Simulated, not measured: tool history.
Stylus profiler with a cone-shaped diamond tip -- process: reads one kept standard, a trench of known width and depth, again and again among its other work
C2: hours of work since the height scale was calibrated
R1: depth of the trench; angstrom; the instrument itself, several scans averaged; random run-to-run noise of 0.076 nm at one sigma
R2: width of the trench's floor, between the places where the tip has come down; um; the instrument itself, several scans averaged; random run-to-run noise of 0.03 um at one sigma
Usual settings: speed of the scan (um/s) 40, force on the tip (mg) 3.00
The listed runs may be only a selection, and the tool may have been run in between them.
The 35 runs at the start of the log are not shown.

run 36 hour=488.4 | speed_of_the_scan_(um/s)=40 force_on_the_tip_(mg)=1.11 | scans_with_this_tip=2850 C2=108 | R1=5028.0 R2=46.57
run 37 hour=500.4 | speed_of_the_scan_(um/s)=42 force_on_the_tip_(mg)=3.00 | scans_with_this_tip=2974 C2=116 | R1=5059.1 R2=46.62
run 38 hour=516.1 | speed_of_the_scan_(um/s)=42 force_on_the_tip_(mg)=3.00 | scans_with_this_tip=3138 C2=128 | R1=5057.8 R2=46.63
run 39 hour=533.5 | speed_of_the_scan_(um/s)=59 force_on_the_tip_(mg)=3.00 | scans_with_this_tip=3319 C2=140 | R1=5057.5 R2=46.61
run 40 hour=545.4 | speed_of_the_scan_(um/s)=113 force_on_the_tip_(mg)=2.11 | scans_with_this_tip=3443 C2=149 | R1=5043.8 R2=46.12
run 41 hour=559.1 | speed_of_the_scan_(um/s)=113 force_on_the_tip_(mg)=2.11 | scans_with_this_tip=3585 C2=159 | R1=5045.4 R2=46.14
run 42 hour=575.1 | speed_of_the_scan_(um/s)=53 force_on_the_tip_(mg)=2.54 | scans_with_this_tip=3752 C2=170 | R1=5051.5 R2=46.53
run 43 hour=588.6 | speed_of_the_scan_(um/s)=127 force_on_the_tip_(mg)=3.25 | scans_with_this_tip=3892 C2=180 | R1=5061.6 R2=46.11
run 44 hour=606.6 | speed_of_the_scan_(um/s)=27 force_on_the_tip_(mg)=1.03 | scans_with_this_tip=4079 C2=193 | R1=5025.2 R2=46.48
run 45 hour=621.0 | speed_of_the_scan_(um/s)=113 force_on_the_tip_(mg)=5.07 | scans_with_this_tip=4228 C2=204 | R1=5082.5 R2=46.21
run 46 hour=629.9 | speed_of_the_scan_(um/s)=108 force_on_the_tip_(mg)=7.14 | scans_with_this_tip=4321 C2=210 | R1=5105.5 R2=46.34
run 47 hour=646.1 | speed_of_the_scan_(um/s)=13 force_on_the_tip_(mg)=6.55 | scans_with_this_tip=4489 C2=222 | R1=5098.6 R2=46.59

3 ways to go on from here, each from the tool as it stands after run 47. What would each give?
run A hour=660.1 | speed_of_the_scan_(um/s)=156 force_on_the_tip_(mg)=3.00 | scans_with_this_tip=4635 C2=232 | R1=? R2=?
run B hour=660.1 | speed_of_the_scan_(um/s)=40 force_on_the_tip_(mg)=1.76 | scans_with_this_tip=4635 C2=232 | R1=? R2=?
run C hour=660.1 | speed_of_the_scan_(um/s)=49 force_on_the_tip_(mg)=6.27 | scans_with_this_tip=4635 C2=232 | R1=? R2=?

run=A R1=5056.0 R2=45.83
run=B R1=5039.2 R2=46.38
run=C R1=5095.2 R2=46.46
With the hidden condition removed and each run's random variation left untouched, the same runs would have given:
run=A R1=5060.0 R2=46.54
run=B R1=5043.2 R2=47.10
run=C R1=5099.3 R2=47.18
